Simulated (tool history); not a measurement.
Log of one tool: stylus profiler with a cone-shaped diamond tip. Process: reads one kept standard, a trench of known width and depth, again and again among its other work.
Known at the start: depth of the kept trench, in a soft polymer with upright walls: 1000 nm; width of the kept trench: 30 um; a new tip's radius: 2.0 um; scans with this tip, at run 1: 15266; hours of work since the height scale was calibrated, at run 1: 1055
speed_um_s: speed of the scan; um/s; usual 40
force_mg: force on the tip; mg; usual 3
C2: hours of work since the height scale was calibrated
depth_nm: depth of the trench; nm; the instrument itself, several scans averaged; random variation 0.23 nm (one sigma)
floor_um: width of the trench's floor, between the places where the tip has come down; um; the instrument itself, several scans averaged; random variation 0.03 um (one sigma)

Run 1, hour 0: usual settings; scans with this tip 15266; C2 1055. Result: depth_nm 1011.65 nm, floor_um 24.17 um.
Run 2, hour 62.5: usual settings; scans with this tip 15651; C2 1082. Result: depth_nm 1011.55 nm, floor_um 24.13 um.
Run 3, hour 120.3: usual settings; scans with this tip 16006; C2 1106. Result: depth_nm 1011.72 nm, floor_um 24.08 um.
Run 4, hour 151.6: usual settings; scans with this tip 16198; C2 1119. Result: depth_nm 1011.4 nm, floor_um 24.07 um.
Run 5, hour 208: usual settings; scans with this tip 16545; C2 1143. Result: depth_nm 1011.1 nm, floor_um 24.06 um.
Run 6, hour 269.3: usual settings; scans with this tip 16923; C2 1169. Result: depth_nm 1011.05 nm, floor_um 24.02 um.
Run 7, hour 332.6: usual settings; scans with this tip 17312; C2 1196. Result: depth_nm 1010.85 nm, floor_um 23.98 um.
Run 8, hour 361.6: usual settings; scans with this tip 17490; C2 1209. Result: depth_nm 1011.15 nm, floor_um 23.93 um.
Run 9, hour 403.9: usual settings but speed_um_s 52 um/s; scans with this tip 17750; C2 1227. Result: depth_nm 1011.01 nm, floor_um 23.85 um.
Run 10, hour 467.3: usual settings but speed_um_s 52 um/s; scans with this tip 18140; C2 1254. Result: depth_nm 1010.8 nm, floor_um 23.81 um.
Run 11, hour 523: usual settings but speed_um_s 52 um/s; scans with this tip 18483; C2 1277. Result: depth_nm 1010.69 nm, floor_um 23.79 um.
Run 12, hour 556.6: usual settings but speed_um_s 52 um/s; scans with this tip 18689; C2 1292. Result: depth_nm 1010.93 nm, floor_um 23.79 um.
Run 13, hour 587.3: usual settings but speed_um_s 52 um/s; scans with this tip 18878; C2 1305. Result: depth_nm 1011.22 nm, floor_um 23.81 um.
Run 14, hour 623: usual settings; scans with this tip 19098; C2 1320. Result: depth_nm 1010.59 nm, floor_um 23.8 um.
Run 15, hour 688.1: usual settings but force_mg 1.22 mg; scans with this tip 19498; C2 1347. Result: depth_nm 1002.89 nm, floor_um 23.67 um.
At hour 704.9: new tip fitted, height scale calibrated.
Run 16, hour 741.3: usual settings but force_mg 1.22 mg; scans with this tip 224; C2 15. Result: depth_nm 1008.56 nm, floor_um 26.12 um.
Run 17, hour 780.1: usual settings; scans with this tip 463; C2 32. Result: depth_nm 1016.55 nm, floor_um 26.28 um.
Run 18, hour 843.3: usual settings; scans with this tip 851; C2 59. Result: depth_nm 1015.43 nm, floor_um 26.13 um.
Run 19, hour 887.5: usual settings; scans with this tip 1123; C2 78. Result: depth_nm 1015.84 nm, floor_um 26.12 um.
Run 20, hour 941.5: usual settings; scans with this tip 1455; C2 101. Result: depth_nm 1015.96 nm, floor_um 26.09 um.
Run 21, hour 1000.1: usual settings; scans with this tip 1816; C2 125. Result: depth_nm 1015.27 nm, floor_um 25.97 um.
Run 22, hour 1036.2: usual settings but speed_um_s 119 um/s; scans with this tip 2038; C2 141. Result: depth_nm 1015.04 nm, floor_um 25.49 um.
Run 23, hour 1079.4: usual settings but speed_um_s 119 um/s; scans with this tip 2303; C2 159. Result: depth_nm 1015.42 nm, floor_um 25.48 um.

The next listed run, before its measurement:
Run 24, hour 1134.2: usual settings but speed_um_s 34 um/s, force_mg 3.12 mg; scans with this tip 2641; C2 182. Result: depth_nm ?, floor_um ?.

depth_nm: 1016.05 nm
floor_um: 25.84 um
Without the tool's hidden state the same run would have given depth_nm 1016.84 nm, floor_um 26.28 um.

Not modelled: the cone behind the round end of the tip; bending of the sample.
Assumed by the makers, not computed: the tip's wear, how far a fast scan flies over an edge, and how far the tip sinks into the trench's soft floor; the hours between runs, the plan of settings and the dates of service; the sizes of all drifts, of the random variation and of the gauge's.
